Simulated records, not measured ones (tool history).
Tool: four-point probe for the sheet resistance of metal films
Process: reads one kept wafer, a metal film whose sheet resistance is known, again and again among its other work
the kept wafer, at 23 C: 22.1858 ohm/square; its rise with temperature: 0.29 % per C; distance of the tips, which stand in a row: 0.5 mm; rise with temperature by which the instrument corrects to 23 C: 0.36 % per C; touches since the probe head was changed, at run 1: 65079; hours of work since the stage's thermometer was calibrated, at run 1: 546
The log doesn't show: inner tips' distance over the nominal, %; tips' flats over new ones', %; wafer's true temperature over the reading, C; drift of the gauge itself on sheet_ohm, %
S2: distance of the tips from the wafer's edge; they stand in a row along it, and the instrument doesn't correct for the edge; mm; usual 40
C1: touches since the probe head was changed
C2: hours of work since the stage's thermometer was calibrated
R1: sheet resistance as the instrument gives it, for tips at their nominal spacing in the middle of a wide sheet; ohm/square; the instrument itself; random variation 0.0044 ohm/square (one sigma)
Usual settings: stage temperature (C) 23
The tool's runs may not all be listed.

{"run": 1, "hour": 0.0, "stage temperature (C)": 23, "S2": 40, "C1": 65079, "C2": 546, "R1": 22.172345}
{"run": 2, "hour": 37.5, "stage temperature (C)": 23, "S2": 40, "C1": 66741, "C2": 574, "R1": 22.167962}
{"run": 3, "hour": 88.4, "stage temperature (C)": 23, "S2": 40, "C1": 68999, "C2": 611, "R1": 22.169342}
{"run": 4, "hour": 121.3, "stage temperature (C)": 23, "S2": 40, "C1": 70460, "C2": 636, "R1": 22.159783}
{"run": 5, "hour": 161.3, "stage temperature (C)": 23, "S2": 40, "C1": 72234, "C2": 665, "R1": 22.163423}
{"run": 6, "hour": 215.8, "stage temperature (C)": 21, "S2": 40, "C1": 74650, "C2": 706, "R1": 22.188737}
{"run": 7, "hour": 249.7, "stage temperature (C)": 21, "S2": 40, "C1": 76151, "C2": 731, "R1": 22.194128}
{"run": 8, "hour": 279.0, "stage temperature (C)": 21, "S2": 40, "C1": 77452, "C2": 752, "R1": 22.1879}
{"run": 9, "hour": 332.4, "stage temperature (C)": 25, "S2": 40, "C1": 79818, "C2": 792, "R1": 22.130236}
{"run": 10, "hour": 372.5, "stage temperature (C)": 25, "S2": 40, "C1": 81596, "C2": 821, "R1": 22.133387}
{"run": 11, "hour": 404.8, "stage temperature (C)": 25, "S2": 40, "C1": 83030, "C2": 845, "R1": 22.124883}
{"run": 12, "hour": 430.1, "stage temperature (C)": 25, "S2": 40, "C1": 84154, "C2": 864, "R1": 22.122193}
{"run": 13, "hour": 465.8, "stage temperature (C)": 25, "S2": 40, "C1": 85737, "C2": 890, "R1": 22.125053}
{"run": 14, "hour": 491.5, "stage temperature (C)": 23, "S2": 40, "C1": 86873, "C2": 909, "R1": 22.146958}
{"run": 15, "hour": 538.1, "stage temperature (C)": 23, "S2": 40, "C1": 88943, "C2": 944, "R1": 22.145155}
{"run": 16, "hour": 580.3, "stage temperature (C)": 23, "S2": 44, "C1": 90812, "C2": 975, "R1": 22.145748}
{"run": 17, "hour": 603.5, "stage temperature (C)": 21, "S2": 15, "C1": 91839, "C2": 992, "R1": 22.184899}
{"run": 18, "hour": 629.8, "stage temperature (C)": 28, "S2": 3, "C1": 93008, "C2": 1012, "R1": 22.400724}
{"run": 19, "hour": 678.2, "stage temperature (C)": 23, "S2": 6, "C1": 95155, "C2": 1048, "R1": 22.226256}
{"run": 20, "hour": 704.8, "stage temperature (C)": 26, "S2": 8, "C1": 96333, "C2": 1067, "R1": 22.146488}
{"run": 21, "hour": 744.2, "stage temperature (C)": 22, "S2": 9, "C1": 98081, "C2": 1096, "R1": 22.190036}
{"run": 22, "hour": 790.9, "stage temperature (C)": 23, "S2": 5, "C1": 100151, "C2": 1131, "R1": 22.255938}
{"run": 23, "hour": 841.1, "stage temperature (C)": 23, "S2": 5, "C1": 102379, "C2": 1168, "R1": 22.257248}
{"run": 24, "hour": 865.9, "stage temperature (C)": 34, "S2": 7, "C1": 103479, "C2": 1186, "R1": 22.044857}
{"run": 25, "hour": 892.2, "stage temperature (C)": 34, "S2": 7, "C1": 104645, "C2": 1206, "R1": 22.040926}
{"run": 26, "hour": 943.5, "stage temperature (C)": 25, "S2": 22, "C1": 106921, "C2": 1244, "R1": 22.103512}
{"run": 27, "hour": 966.4, "stage temperature (C)": 28, "S2": 11, "C1": 107935, "C2": 1261, "R1": 22.084822}
{"run": 28, "hour": 1016.9, "stage temperature (C)": 32, "S2": 3, "C1": 110175, "C2": 1298, "R1": 22.326484}
{"run": 29, "hour": 1043.1, "stage temperature (C)": 25, "S2": 5, "C1": 111337, "C2": 1317, "R1": 22.22297}
{"run": 30, "hour": 1075.8, "stage temperature (C)": 23, "S2": 49, "C1": 112787, "C2": 1342, "R1": 22.131406}
{"run": 31, "hour": 1111.9, "stage temperature (C)": 23, "S2": 49, "C1": 114385, "C2": 1368, "R1": 22.135283}

Measured less the same run without the tool's hidden state. The same run-to-run variation is in both; the gauge's scatter may not be:
run=1 R1=-0.018783
run=2 R1=-0.020154
run=3 R1=-0.022114
run=4 R1=-0.023301
run=5 R1=-0.024769
run=6 R1=-0.027088
run=7 R1=-0.028366
run=8 R1=-0.029493
run=9 R1=-0.031081
run=10 R1=-0.032522
run=11 R1=-0.033689
run=12 R1=-0.034547
run=13 R1=-0.035890
run=14 R1=-0.037060
run=15 R1=-0.038790
run=16 R1=-0.040401
run=17 R1=-0.041547
run=18 R1=-0.042391
run=19 R1=-0.044354
run=20 R1=-0.044997
run=21 R1=-0.046908
run=22 R1=-0.048870
run=23 R1=-0.050882
run=24 R1=-0.050274
run=25 R1=-0.051238
run=26 R1=-0.054174
run=27 R1=-0.054737
run=28 R1=-0.056663
run=29 R1=-0.058119
run=30 R1=-0.059309
run=31 R1=-0.060773
